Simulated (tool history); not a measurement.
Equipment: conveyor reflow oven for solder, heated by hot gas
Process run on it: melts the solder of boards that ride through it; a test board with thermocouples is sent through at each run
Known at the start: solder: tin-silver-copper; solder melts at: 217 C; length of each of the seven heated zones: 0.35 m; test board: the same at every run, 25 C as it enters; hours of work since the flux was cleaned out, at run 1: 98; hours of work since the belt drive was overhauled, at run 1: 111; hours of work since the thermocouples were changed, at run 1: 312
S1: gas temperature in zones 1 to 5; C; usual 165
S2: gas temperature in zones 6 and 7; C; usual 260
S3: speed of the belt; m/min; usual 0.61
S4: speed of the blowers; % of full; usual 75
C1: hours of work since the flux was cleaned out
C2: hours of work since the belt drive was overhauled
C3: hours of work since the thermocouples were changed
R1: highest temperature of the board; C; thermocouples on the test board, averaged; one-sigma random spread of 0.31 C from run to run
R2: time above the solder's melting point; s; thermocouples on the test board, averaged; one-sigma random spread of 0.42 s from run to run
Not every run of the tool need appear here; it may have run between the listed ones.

run 1 day=0 | S1=165 S2=260 S3=0.61 S4=75 | C1=98 C2=111 C3=312 | R1=240.1 R2=37.8
run 2 day=0.542 | S1=165 S2=260 S3=0.61 S4=75 | C1=108 C2=121 C3=322 | R1=240.5 R2=37.2
run 3 day=1.225 | S1=165 S2=260 S3=0.61 S4=75 | C1=120 C2=133 C3=334 | R1=240 R2=37.7
run 4 day=1.967 | S1=165 S2=260 S3=0.61 S4=75 | C1=133 C2=146 C3=347 | R1=239.6 R2=37.5
run 5 day=2.3 | S1=165 S2=260 S3=0.61 S4=75 | C1=139 C2=152 C3=353 | R1=239.6 R2=37.4
run 6 day=3.05 | S1=165 S2=260 S3=0.61 S4=75 | C1=153 C2=166 C3=367 | R1=239.3 R2=38
run 7 day=3.542 | S1=165 S2=260 S3=0.61 S4=75 | C1=161 C2=175 C3=376 | R1=239.7 R2=37.7
run 8 day=4.138 | S1=165 S2=260 S3=0.61 S4=75 | C1=172 C2=185 C3=386 | R1=239.6 R2=36.9
run 9 day=4.683 | S1=165 S2=260 S3=0.61 S4=75 | C1=182 C2=195 C3=396 | R1=239.9 R2=37.5
run 10 day=5.204 | S1=165 S2=260 S3=0.61 S4=75 | C1=191 C2=204 C3=406 | R1=239.4 R2=37.5
run 11 day=5.825 | S1=165 S2=260 S3=0.61 S4=75 | C1=202 C2=216 C3=417 | R1=239.7 R2=36.4
run 12 day=6.554 | S1=165 S2=260 S3=0.61 S4=75 | C1=215 C2=229 C3=430 | R1=239.2 R2=36.4
run 13 day=7.171 | S1=168 S2=260 S3=0.61 S4=75 | C1=226 C2=240 C3=441 | R1=240.2 R2=38.3
-- day=7.404 belt drive overhauled, speed set with a stopwatch
run 14 day=8.046 | S1=168 S2=260 S3=0.61 S4=75 | C1=239 C2=11 C3=453 | R1=239.5 R2=38.7
run 15 day=8.471 | S1=165 S2=260 S3=0.61 S4=75 | C1=247 C2=19 C3=461 | R1=239.2 R2=36.5
-- day=8.917 belt drive overhauled, speed set with a stopwatch, once more
run 16 day=9.162 | S1=165 S2=260 S3=0.61 S4=75 | C1=256 C2=4 C3=470 | R1=238 R2=35.8
run 17 day=9.492 | S1=165 S2=260 S3=0.61 S4=75 | C1=262 C2=10 C3=476 | R1=238 R2=35.8
run 18 day=9.933 | S1=173 S2=260 S3=0.61 S4=79 | C1=270 C2=18 C3=484 | R1=241.4 R2=41.1
run 19 day=10.258 | S1=165 S2=269 S3=0.641 S4=52 | C1=276 C2=24 C3=490 | R1=237.1 R2=30.1
run 20 day=10.592 | S1=174 S2=269 S3=0.641 S4=61 | C1=282 C2=30 C3=496 | R1=241.8 R2=38.2
run 21 day=11.196 | S1=173 S2=262 S3=0.537 S4=77 | C1=293 C2=41 C3=507 | R1=246.6 R2=53.6
run 22 day=11.608 | S1=164 S2=266 S3=0.593 S4=60 | C1=300 C2=48 C3=514 | R1=240.7 R2=37.8
run 23 day=12.371 | S1=169 S2=266 S3=0.601 S4=69 | C1=314 C2=62 C3=528 | R1=243.8 R2=42.5
-- day=13.179 flux residue cleaned out of gas plates and filters
run 24 day=13.25 | S1=169 S2=266 S3=0.601 S4=69 | C1=1 C2=74 C3=540 | R1=246.4 R2=44.6
run 25 day=13.933 | S1=165 S2=255 S3=0.528 S4=75 | C1=14 C2=86 C3=552 | R1=241.9 R2=47.7
run 26 day=14.483 | S1=165 S2=255 S3=0.528 S4=75 | C1=23 C2=96 C3=562 | R1=241.4 R2=47.4
run 27 day=15.138 | S1=161 S2=273 S3=0.552 S4=68 | C1=35 C2=108 C3=574 | R1=252.6 R2=53
run 28 day=15.454 | S1=165 S2=260 S3=0.576 S4=75 | C1=41 C2=113 C3=580 | R1=242.8 R2=44.3
run 29 day=15.804 | S1=176 S2=273 S3=0.557 S4=52 | C1=47 C2=120 C3=586 | R1=251 R2=55.1
run 30 day=16.562 | S1=165 S2=254 S3=0.668 S4=77 | C1=61 C2=133 C3=599 | R1=233.3 R2=26.9

What if the next run were any one of these 3? Each begins from the tool's condition after run 30:
run A day=17.096 | S1=161 S2=254 S3=0.569 S4=60 | C1=70 C2=143 C3=609 | R1=? R2=?
run B day=17.096 | S1=167 S2=255 S3=0.52 S4=77 | C1=70 C2=143 C3=609 | R1=? R2=?
run C day=17.096 | S1=176 S2=260 S3=0.61 S4=75 | C1=70 C2=143 C3=609 | R1=? R2=?

run=A R1=234.1 R2=32.2
run=B R1=242 R2=49.6
run=C R1=243.2 R2=44.7
Without the tool's hidden state the same runs would have given:
run=A R1=233.6 R2=31.8
run=B R1=241.5 R2=49.3
run=C R1=242.8 R2=44.5
